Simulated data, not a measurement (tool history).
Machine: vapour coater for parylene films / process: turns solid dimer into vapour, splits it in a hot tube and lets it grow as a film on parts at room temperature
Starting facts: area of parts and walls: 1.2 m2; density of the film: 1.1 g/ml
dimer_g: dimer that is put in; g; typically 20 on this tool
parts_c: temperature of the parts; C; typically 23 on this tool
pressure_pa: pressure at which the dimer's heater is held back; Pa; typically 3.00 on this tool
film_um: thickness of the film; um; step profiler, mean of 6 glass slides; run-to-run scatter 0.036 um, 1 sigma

{"run": 1, "day": 0.0, "dimer_g": 20, "parts_c": 23, "pressure_pa": 3.0, "film_um": 7.51}
{"run": 2, "day": 1.129, "dimer_g": 14, "parts_c": 23, "pressure_pa": 3.0, "film_um": 5.25}
{"run": 3, "day": 3.108, "dimer_g": 14, "parts_c": 23, "pressure_pa": 3.0, "film_um": 5.28}
{"run": 4, "day": 4.046, "dimer_g": 20, "parts_c": 25, "pressure_pa": 3.0, "film_um": 7.05}
{"run": 5, "day": 5.642, "dimer_g": 20, "parts_c": 25, "pressure_pa": 3.0, "film_um": 6.96}
{"run": 6, "day": 7.417, "dimer_g": 20, "parts_c": 15, "pressure_pa": 3.0, "film_um": 9.73}
{"run": 7, "day": 9.754, "dimer_g": 20, "parts_c": 23, "pressure_pa": 3.0, "film_um": 7.65}
{"run": 8, "day": 10.808, "dimer_g": 11, "parts_c": 23, "pressure_pa": 3.0, "film_um": 4.17}
{"run": 9, "day": 12.146, "dimer_g": 8, "parts_c": 23, "pressure_pa": 5.37, "film_um": 2.66}
{"run": 10, "day": 14.208, "dimer_g": 8, "parts_c": 23, "pressure_pa": 5.37, "film_um": 2.63}
{"run": 11, "day": 15.646, "dimer_g": 8, "parts_c": 23, "pressure_pa": 5.37, "film_um": 2.8}
{"run": 12, "day": 16.85, "dimer_g": 8, "parts_c": 23, "pressure_pa": 5.37, "film_um": 2.8}
{"run": 13, "day": 18.767, "dimer_g": 8, "parts_c": 23, "pressure_pa": 5.37, "film_um": 2.8}
{"run": 14, "day": 19.754, "dimer_g": 32, "parts_c": 26, "pressure_pa": 5.14, "film_um": 10.09}
{"run": 15, "day": 21.104, "dimer_g": 20, "parts_c": 23, "pressure_pa": 10.15, "film_um": 5.96}
{"run": 16, "day": 22.604, "dimer_g": 28, "parts_c": 32, "pressure_pa": 11.4, "film_um": 5.92}

The log once held 3 entries between its listed runs, left out of this copy. Where does each go, and what is different about the tool's unlogged condition between the listed run before it and the listed run after it?
Logged between run 6 and run 7: table's thermometer calibrated (day 8.104); trap's valve overhauled (day 8.375)
  vapour lost through the trap's worn valve, %: 4.5 -> 0.4; true temperature of the parts over the reading, C: 1.36 -> 2.01
  measured result minus the result with no hidden state, film_um: -0.93 -> -0.57 um
Logged between run 10 and run 11: table's thermometer calibrated, once more (day 14.808)
  vapour lost through the trap's worn valve, %: 1 -> 1.3; true temperature of the parts over the reading, C: 2.07 -> 0.03
  measured result minus the result with no hidden state, film_um: -0.22 -> -0.04 um
